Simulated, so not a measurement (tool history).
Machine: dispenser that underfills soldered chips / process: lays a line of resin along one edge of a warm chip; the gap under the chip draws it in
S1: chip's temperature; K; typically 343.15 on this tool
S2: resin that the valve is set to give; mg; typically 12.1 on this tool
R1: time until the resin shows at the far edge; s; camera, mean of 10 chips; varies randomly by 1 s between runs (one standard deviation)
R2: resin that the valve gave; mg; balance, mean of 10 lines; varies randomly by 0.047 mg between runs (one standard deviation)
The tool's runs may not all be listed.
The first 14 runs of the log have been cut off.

| run | day | S1 | S2 | R1 | R2 |
|---|---|---|---|---|---|
|  | 2.858 | new syringe of resin |
| 15 | 2.875 | 343.15 | 14.5 | 91.1 | 14.10 |
| 16 | 3.138 | 343.15 | 15.5 | 110.4 | 15.11 |
|  | 3.229 | new syringe of resin |
| 17 | 3.308 | 343.15 | 13.7 | 97.2 | 13.37 |
| 18 | 3.562 | 343.15 | 13.7 | 116.8 | 13.36 |
|  | 3.596 | new syringe of resin |
| 19 | 3.775 | 348.15 | 12.2 | 86.8 | 11.71 |
|  | 3.967 | new syringe of resin |
| 20 | 3.983 | 352.15 | 14.4 | 66.6 | 13.81 |
| 21 | 4.233 | 352.15 | 14.4 | 77.9 | 13.77 |
|  | 4.346 | new syringe of resin |
| 22 | 4.408 | 333.15 | 14.2 | 139.6 | 13.66 |
| 23 | 4.546 | 337.15 | 14.9 | 134.3 | 14.24 |
|  | 4.725 | new syringe of resin |
| 24 | 4.838 | 357.15 | 10.8 | 62.2 | 10.23 |
|  | 5.100 | new syringe of resin |
| 25 | 5.129 | 336.15 | 10.8 | 130.3 | 10.34 |
| 26 | 5.371 | 343.15 | 10.5 | 121.1 | 9.92 |
|  | 5.475 | new syringe of resin |
|  | 5.567 | dispensing valve cleaned and set on the balance |
| 27 | 5.571 | 343.15 | 10.5 | 96.9 | 10.58 |
| 28 | 5.804 | 349.15 | 11.3 | 92.5 | 11.30 |
|  | 5.900 | new syringe of resin |
| 29 | 6.062 | 357.15 | 11.3 | 62.4 | 11.34 |
|  | 6.267 | new syringe of resin |
| 30 | 6.267 | 339.15 | 12.1 | 107.4 | 12.03 |
| 31 | 6.517 | 339.15 | 12.1 | 128.9 | 12.09 |
|  | 6.654 | new syringe of resin |
| 32 | 6.671 | 342.15 | 11.3 | 96.8 | 11.21 |
| 33 | 6.929 | 342.15 | 11.3 | 117.4 | 11.20 |
|  | 7.042 | new syringe of resin |
| 34 | 7.100 | 337.15 | 15.1 | 113.8 | 14.96 |
| 35 | 7.300 | 337.15 | 14.5 | 133.8 | 14.31 |
|  | 7.429 | new syringe of resin |
| 36 | 7.450 | 337.15 | 14.5 | 113.2 | 14.32 |

Predict each of these 3 candidate next runs independently; none follows another, all start after run 36:
| A | 7.583 | 353.15 | 11.1 | ? | ? |
| B | 7.583 | 344.15 | 15.3 | ? | ? |
| C | 7.583 | 353.15 | 10.4 | ? | ? |

| run | R1 | R2 |
|---|---|---|
| A | 71.4 | 10.89 |
| B | 95.3 | 14.89 |
| C | 73.0 | 10.22 |
Take away the tool's hidden state, keep each run's random variation, and the runs would have read:
| run | R1 | R2 |
|---|---|---|
| A | 66.5 | 11.10 |
| B | 89.4 | 15.17 |
| C | 67.9 | 10.41 |

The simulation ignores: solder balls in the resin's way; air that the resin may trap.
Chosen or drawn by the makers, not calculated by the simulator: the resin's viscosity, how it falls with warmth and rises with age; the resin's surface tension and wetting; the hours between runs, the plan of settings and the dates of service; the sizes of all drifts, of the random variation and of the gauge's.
